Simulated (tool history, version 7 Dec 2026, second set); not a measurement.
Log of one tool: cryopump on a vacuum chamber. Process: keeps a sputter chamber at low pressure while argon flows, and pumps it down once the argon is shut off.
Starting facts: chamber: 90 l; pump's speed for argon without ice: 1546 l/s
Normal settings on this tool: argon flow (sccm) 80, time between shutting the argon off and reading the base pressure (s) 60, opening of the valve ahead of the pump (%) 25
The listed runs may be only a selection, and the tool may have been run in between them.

run	hour	argon flow (sccm)	time between shutting the argon off and reading the base pressure (s)	opening of the valve ahead of the pump (%)	pressure while argon flows (Pa)	pressure after the wait (uPa)
1	0.0	80	60	25	0.3875	2.64
# hour 26.4: pump warmed up, emptied and cooled again
2	31.1	80	60	25	0.3524	2.36
3	77.2	80	60	25	0.3518	2.29
# hour 105.3: leaking fittings of the chamber tightened, without venting
4	111.1	80	60	25	0.3540	1.74
5	142.7	80	60	25	0.3528	1.80
6	185.7	80	60	25	0.3542	1.80
7	223.2	42	60	25	0.1877	1.75
8	273.9	36	60	25	0.1607	1.78
9	306.6	80	60	25	0.3579	1.83
10	351.9	80	60	25	0.3614	1.78
11	386.5	80	60	25	0.3586	1.80
12	437.8	80	60	25	0.3632	1.79
13	481.5	80	60	25	0.3640	1.87
14	517.2	80	60	25	0.3645	1.84
15	542.5	80	60	25	0.3659	1.90
16	578.8	80	60	25	0.3661	1.89
17	614.1	80	48	43	0.2260	2.26
18	655.3	80	150	30	0.3140	0.99
19	677.9	135	123	16	0.9571	1.13
20	716.8	135	123	16	0.9628	1.18
21	743.0	73	258	19	0.4467	0.78
22	781.7	112	258	19	0.6825	0.77
23	809.7	97	36	48	0.2564	2.94
24	832.3	61	60	28	0.2595	1.93
25	874.2	75	224	16	0.5423	0.87
26	905.6	75	224	16	0.5439	0.83
27	928.3	98	224	19	0.6044	0.88
# hour 973.4: pump warmed up, emptied and cooled again
28	977.8	36	70	37	0.1060	1.66
29	1005.5	46	38	46	0.1101	2.73
30	1047.8	34	161	39	0.0960	0.95
31	1075.0	32	142	26	0.1371	1.01
32	1109.6	39	142	16	0.2705	1.01

What if the next run were any one of these 4? Each begins from the tool's condition after run 32:
A	1131.4	56	61	26	?	?
B	1131.4	130	98	32	?	?
C	1131.4	57	23	25	?	?
D	1131.4	60	142	16	?	?

run	pressure while argon flows (Pa)	pressure after the wait (uPa)
A	0.2382	1.86
B	0.4524	1.31
C	0.2529	4.40
D	0.4118	1.02
Stripped of hidden state, with their random variation kept, the same runs would have yielded:
run	pressure while argon flows (Pa)	pressure after the wait (uPa)
A	0.2344	1.67
B	0.4435	1.12
C	0.2490	4.20
D	0.4077	0.82

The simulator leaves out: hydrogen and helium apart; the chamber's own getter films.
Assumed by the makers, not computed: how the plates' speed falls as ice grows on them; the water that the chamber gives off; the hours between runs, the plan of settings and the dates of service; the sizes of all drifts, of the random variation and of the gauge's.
